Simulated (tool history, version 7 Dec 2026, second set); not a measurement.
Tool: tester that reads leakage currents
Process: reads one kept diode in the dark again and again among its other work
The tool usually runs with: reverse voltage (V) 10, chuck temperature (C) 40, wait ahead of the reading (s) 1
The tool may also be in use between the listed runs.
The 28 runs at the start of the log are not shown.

run	day	reverse voltage (V)	chuck temperature (C)	wait ahead of the reading (s)	hours of work since the probe card was cleaned	hours of work since the tester was calibrated	hours of work since the chuck was calibrated	current that the tester gives (pA)
29	91.671	4.6	54	7.11	1687	1876	654	74.66
30	93.733	19.2	40	1	1713	1902	680	86.26
31	97.912	16.9	31	0.75	1766	1955	733	60.05
32	101.188	10	40	0.55	1807	1997	775	56.02
33	105.083	10	40	0.55	1857	2046	824	57.27
34	109.792	15.8	40	1	1916	2106	884	78.15
35	114.092	15.8	35	0.37	1971	2161	938	73.35
36	116.575	15.8	38	1.04	2002	2192	970	73.27
37	120.754	15.8	38	1.04	2055	2245	1023	74.84
# day 123.2: probe card cleaned and baked
38	125.829	15.8	38	1.04	33	2308	1086	34.29
39	130.642	15.8	38	1.04	94	2369	1147	35.4

Alternative continuations, all from the tool just after run 39; predict every row:
A	134.121	2.7	40	1.04	138	2413	1191	?
B	134.121	1	46	1.51	138	2413	1191	?
C	134.121	1.4	25	0.32	138	2413	1191	?
D	134.121	15.8	59	1.04	138	2413	1191	?

run	current that the tester gives (pA)
A	15.82
B	15.77
C	4.09
D	176.12
Take away the tool's hidden state, keep each run's random variation, and the runs would have read:
run	current that the tester gives (pA)
A	16.67
B	16.92
C	4.1
D	186.58
